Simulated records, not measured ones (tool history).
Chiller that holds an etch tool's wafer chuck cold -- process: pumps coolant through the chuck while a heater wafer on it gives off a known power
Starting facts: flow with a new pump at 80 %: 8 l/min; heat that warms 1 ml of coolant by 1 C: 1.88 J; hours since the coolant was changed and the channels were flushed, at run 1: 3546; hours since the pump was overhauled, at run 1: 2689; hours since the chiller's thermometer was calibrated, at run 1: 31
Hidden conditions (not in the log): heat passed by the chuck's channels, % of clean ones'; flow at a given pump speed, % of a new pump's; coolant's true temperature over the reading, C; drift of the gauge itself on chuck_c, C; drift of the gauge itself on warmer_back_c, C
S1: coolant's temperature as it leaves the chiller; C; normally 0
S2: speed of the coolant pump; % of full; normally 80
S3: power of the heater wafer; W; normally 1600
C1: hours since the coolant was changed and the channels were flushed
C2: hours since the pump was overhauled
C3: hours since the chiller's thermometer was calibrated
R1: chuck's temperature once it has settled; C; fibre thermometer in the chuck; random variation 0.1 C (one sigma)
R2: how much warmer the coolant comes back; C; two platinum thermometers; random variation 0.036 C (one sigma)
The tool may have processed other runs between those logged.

run 1 hour=0.0 | S1=0 S2=80 S3=1600 | C1=3546 C2=2689 C3=31 | R1=22.6 R2=6.67
run 2 hour=80.0 | S1=0 S2=80 S3=1600 | C1=3626 C2=2769 C3=111 | R1=22.7 R2=6.70
run 3 hour=136.4 | S1=0 S2=80 S3=1600 | C1=3682 C2=2825 C3=168 | R1=22.8 R2=6.69
run 4 hour=171.5 | S1=0 S2=80 S3=1600 | C1=3717 C2=2860 C3=203 | R1=22.7 R2=6.69
run 5 hour=210.5 | S1=0 S2=80 S3=1600 | C1=3756 C2=2899 C3=242 | R1=22.8 R2=6.67
run 6 hour=270.5 | S1=0 S2=80 S3=1600 | C1=3816 C2=2959 C3=302 | R1=22.8 R2=6.74
run 7 hour=339.1 | S1=0 S2=80 S3=1600 | C1=3885 C2=3028 C3=370 | R1=22.9 R2=6.71
run 8 hour=417.3 | S1=0 S2=71 S3=1600 | C1=3963 C2=3106 C3=449 | R1=24.7 R2=7.64
run 9 hour=494.9 | S1=0 S2=80 S3=1600 | C1=4041 C2=3184 C3=526 | R1=23.1 R2=6.69
run 10 hour=539.2 | S1=0 S2=80 S3=1600 | C1=4085 C2=3228 C3=570 | R1=23.4 R2=6.74
run 11 hour=585.3 | S1=0 S2=80 S3=1600 | C1=4131 C2=3274 C3=616 | R1=22.9 R2=6.79
run 12 hour=628.7 | S1=-8 S2=80 S3=1995 | C1=4174 C2=3318 C3=660 | R1=20.8 R2=8.44
run 13 hour=694.0 | S1=-8 S2=80 S3=1995 | C1=4240 C2=3383 C3=725 | R1=20.7 R2=8.46
run 14 hour=727.5 | S1=-8 S2=80 S3=1995 | C1=4273 C2=3416 C3=759 | R1=20.9 R2=8.41
run 15 hour=768.0 | S1=-8 S2=80 S3=1995 | C1=4314 C2=3457 C3=799 | R1=20.9 R2=8.37
run 16 hour=843.4 | S1=-8 S2=80 S3=1995 | C1=4389 C2=3532 C3=875 | R1=20.9 R2=8.46
run 17 hour=907.8 | S1=-8 S2=80 S3=1995 | C1=4453 C2=3597 C3=939 | R1=21.0 R2=8.48
run 18 hour=986.6 | S1=6 S2=66 S3=1802 | C1=4532 C2=3675 C3=1018 | R1=35.7 R2=9.26
run 19 hour=1025.9 | S1=0 S2=80 S3=808 | C1=4572 C2=3715 C3=1057 | R1=11.9 R2=3.36
run 20 hour=1103.2 | S1=-8 S2=93 S3=2079 | C1=4649 C2=3792 C3=1134 | R1=19.7 R2=7.53
run 21 hour=1153.3 | S1=-8 S2=93 S3=2079 | C1=4699 C2=3842 C3=1184 | R1=20.0 R2=7.65

Alternative continuations, all from the tool just after run 21; predict every row:
run A hour=1220.9 | S1=7 S2=68 S3=1248 | C1=4767 C2=3910 C3=1252 | R1=? R2=?
run B hour=1220.9 | S1=-8 S2=81 S3=1680 | C1=4767 C2=3910 C3=1252 | R1=? R2=?
run C hour=1220.9 | S1=-8 S2=93 S3=1335 | C1=4767 C2=3910 C3=1252 | R1=? R2=?
run D hour=1220.9 | S1=0 S2=80 S3=1513 | C1=4767 C2=3910 C3=1252 | R1=? R2=?

run=A R1=27.4 R2=6.24
run=B R1=16.5 R2=7.13
run=C R1=9.9 R2=4.85
run=D R1=22.4 R2=6.39
Stripped of hidden state, with their random variation kept, the same runs would have yielded:
run=A R1=24.7 R2=5.86
run=B R1=13.4 R2=6.69
run=C R1=7.6 R2=4.55
run=D R1=19.5 R2=6.00

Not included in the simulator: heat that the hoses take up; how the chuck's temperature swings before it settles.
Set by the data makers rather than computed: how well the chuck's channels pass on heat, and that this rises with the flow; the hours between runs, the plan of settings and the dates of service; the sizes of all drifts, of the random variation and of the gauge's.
